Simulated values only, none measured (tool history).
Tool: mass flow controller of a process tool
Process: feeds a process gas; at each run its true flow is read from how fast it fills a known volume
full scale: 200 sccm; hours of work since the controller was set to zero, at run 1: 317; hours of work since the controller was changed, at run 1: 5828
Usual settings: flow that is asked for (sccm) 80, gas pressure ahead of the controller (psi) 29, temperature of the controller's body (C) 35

| run | hour | flow that is asked for (sccm) | gas pressure ahead of the controller (psi) | temperature of the controller's body (C) | hours of work since the controller was set to zero | hours of work since the controller was changed | true flow (%) |
|---|---|---|---|---|---|---|---|
| 1 | 0 | 80 | 29 | 35 | 317 | 5828 | 100.49 |
| 2 | 320.7 | 80 | 29 | 35 | 529 | 6039 | 100.33 |
| 3 | 844.8 | 80 | 29 | 35 | 874 | 6384 | 100.43 |
| 4 | 1310.6 | 80 | 29 | 35 | 1181 | 6691 | 100.37 |
| 5 | 1595.3 | 80 | 29 | 35 | 1368 | 6878 | 100.4 |
| 6 | 1926.3 | 51 | 29 | 35 | 1586 | 7096 | 100.22 |
| 7 | 2434.4 | 51 | 29 | 35 | 1921 | 7431 | 100.23 |
| 8 | 2727.8 | 51 | 29 | 35 | 2114 | 7624 | 100.17 |
| 9 | 2978.3 | 51 | 29 | 35 | 2279 | 7789 | 100.32 |
| 10 | 3435.3 | 51 | 29 | 20 | 2580 | 8090 | 98.76 |
| 11 | 3844.8 | 51 | 29 | 20 | 2850 | 8360 | 98.79 |
| 12 | 4228.2 | 51 | 29 | 20 | 3102 | 8612 | 98.72 |
| 13 | 4494.3 | 80 | 29 | 35 | 3277 | 8788 | 100.45 |
| 14 | 4738.6 | 80 | 27.6 | 35 | 3438 | 8949 | 100.57 |
| 15 | 4956.9 | 134 | 29 | 20 | 3582 | 9092 | 99.12 |
| 16 | 5185.2 | 190 | 21.3 | 24 | 3732 | 9243 | 100.23 |
| 17 | 5640.7 | 30 | 23.6 | 32 | 4032 | 9543 | 100.17 |
| 18 | 5900.8 | 42 | 30 | 35 | 4204 | 9714 | 100.04 |
|  | 6324.3 | controller exchanged for a calibrated one |
| 19 | 6349.1 | 191 | 37.9 | 35 | 16 | 16 | 100.54 |
| 20 | 6858.6 | 191 | 37.9 | 35 | 352 | 352 | 100.56 |
| 21 | 7194.7 | 25 | 22.5 | 23 | 573 | 573 | 99.16 |
| 22 | 7480.3 | 35 | 23.1 | 24 | 761 | 761 | 99.22 |
| 23 | 7939 | 178 | 23.1 | 32 | 1063 | 1063 | 100.76 |
| 24 | 8262.8 | 178 | 23.1 | 32 | 1277 | 1277 | 100.87 |
| 25 | 8786.1 | 45 | 22.2 | 28 | 1621 | 1621 | 99.86 |
| 26 | 9116.6 | 176 | 23.5 | 35 | 1839 | 1839 | 101.12 |

Forecast each of these 5 alternatives for the next run:
| A | 9458 | 25 | 23.5 | 23 | 2064 | 2064 | ? |
| B | 9458 | 26 | 20.7 | 30 | 2064 | 2064 | ? |
| C | 9458 | 53 | 32.1 | 35 | 2064 | 2064 | ? |
| D | 9458 | 50 | 29 | 27 | 2064 | 2064 | ? |
| E | 9458 | 55 | 25.4 | 35 | 2064 | 2064 | ? |

| run | true flow (%) |
|---|---|
| A | 99.05 |
| B | 100.1 |
| C | 100.14 |
| D | 99.51 |
| E | 100.42 |
Without the tool's hidden state the same runs would have given:
| run | true flow (%) |
|---|---|
| A | 99.06 |
| B | 100.11 |
| C | 100.14 |
| D | 99.51 |
| E | 100.42 |
